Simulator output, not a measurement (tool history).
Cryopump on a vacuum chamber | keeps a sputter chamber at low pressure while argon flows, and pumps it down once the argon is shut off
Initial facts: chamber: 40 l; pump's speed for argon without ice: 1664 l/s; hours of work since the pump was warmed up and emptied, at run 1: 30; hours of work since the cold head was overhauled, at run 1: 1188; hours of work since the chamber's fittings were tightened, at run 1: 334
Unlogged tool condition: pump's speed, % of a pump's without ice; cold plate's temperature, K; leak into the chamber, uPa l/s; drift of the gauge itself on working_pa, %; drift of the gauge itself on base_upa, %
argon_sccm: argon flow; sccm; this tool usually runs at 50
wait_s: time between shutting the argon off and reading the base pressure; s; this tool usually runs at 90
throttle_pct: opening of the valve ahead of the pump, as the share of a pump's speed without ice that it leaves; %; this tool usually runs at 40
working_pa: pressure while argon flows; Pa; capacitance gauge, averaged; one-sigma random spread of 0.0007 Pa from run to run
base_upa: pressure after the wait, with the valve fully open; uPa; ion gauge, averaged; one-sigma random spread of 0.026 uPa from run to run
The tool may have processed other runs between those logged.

run	hour	argon_sccm	wait_s	throttle_pct	hours of work since the pump was warmed up and emptied	hours of work since the cold head was overhauled	hours of work since the chamber's fittings were tightened	working_pa	base_upa
1	0	50	90	40	30	1188	334	0.1286	1.31
2	94	50	90	40	74	1233	378	0.1299	1.36
3	155.8	50	90	40	103	1262	407	0.1283	1.31
4	234.5	50	90	40	140	1299	445	0.1291	1.35
5	307	50	90	40	175	1333	479	0.1297	1.4
6	365.1	50	90	40	202	1361	506	0.1292	1.46
7	460.1	50	90	40	247	1406	551	0.1294	1.49
8	507.7	50	90	40	270	1428	574	0.1295	1.52
9	567.4	50	90	40	298	1456	602	0.1295	1.52
10	632.2	50	90	40	329	1487	633	0.131	1.48
11	700.9	27	90	40	361	1520	665	0.0714	1.54
12	767.3	20	90	40	393	1551	697	0.0525	1.55
13	839.2	20	90	40	427	1585	731	0.0521	1.63
14	920.1	50	90	40	465	1623	769	0.1315	1.61
15	1006.8	50	90	40	506	1664	810	0.132	1.71
16	1081.5	50	90	40	541	1700	845	0.1327	1.71
17	1132.2	50	90	40	565	1724	869	0.1317	1.69
18	1199.1	50	90	40	597	1755	901	0.1314	1.74
19	1259.7	82	46	33	625	1784	930	0.2628	2.6
20	1305	38	270	18	647	1805	951	0.2191	1.17
21	1348.4	21	157	33	667	1826	972	0.0666	1.42
22	1440.1	21	157	33	711	1869	1015	0.0673	1.43
23	1495.3	21	157	33	737	1895	1041	0.0673	1.47
24	1555.2	88	142	40	765	1924	1069	0.2344	1.51
25	1650.3	88	142	40	810	1969	1114	0.2373	1.57
26	1726.3	69	215	40	846	2005	1150	0.1841	1.37
27	1807.2	65	75	25	884	2043	1189	0.2742	2.16
28	1900.7	65	75	25	929	2087	1233	0.274	2.22
29	1954.1	65	75	57	954	2112	1258	0.1272	2.15
30	2030.3	65	75	57	990	2148	1294	0.1282	2.31
31	2073.6	50	80	58	1011	2169	1315	0.0962	2.13
32	2162.1	92	228	23	1052	2211	1357	0.4266	1.53
33	2219.1	32	91	44	1079	2238	1384	0.0804	2.13
34	2259.4	32	91	44	1098	2257	1403	0.0801	2.14

Below, some changes in working_pa between adjacent runs. For each, the amount present without the hidden state too (settings, incoming material, random variation) and the amount remaining for the hidden state with gauge scatter not shared by both compared results:
Run 23 -> 24: argon_sccm 21 -> 88, wait_s 157 -> 142, throttle_pct 33 -> 40. working_pa +0.1671 Pa: hidden state +0.0094, all else +0.1577.
Run 31 -> 32: argon_sccm 50 -> 92, wait_s 80 -> 228, throttle_pct 58 -> 23. working_pa +0.3304 Pa: hidden state +0.0083, all else +0.3221.
Run 32 -> 33: argon_sccm 92 -> 32, wait_s 228 -> 91, throttle_pct 23 -> 44. working_pa -0.3462 Pa: hidden state -0.0112, all else -0.335.

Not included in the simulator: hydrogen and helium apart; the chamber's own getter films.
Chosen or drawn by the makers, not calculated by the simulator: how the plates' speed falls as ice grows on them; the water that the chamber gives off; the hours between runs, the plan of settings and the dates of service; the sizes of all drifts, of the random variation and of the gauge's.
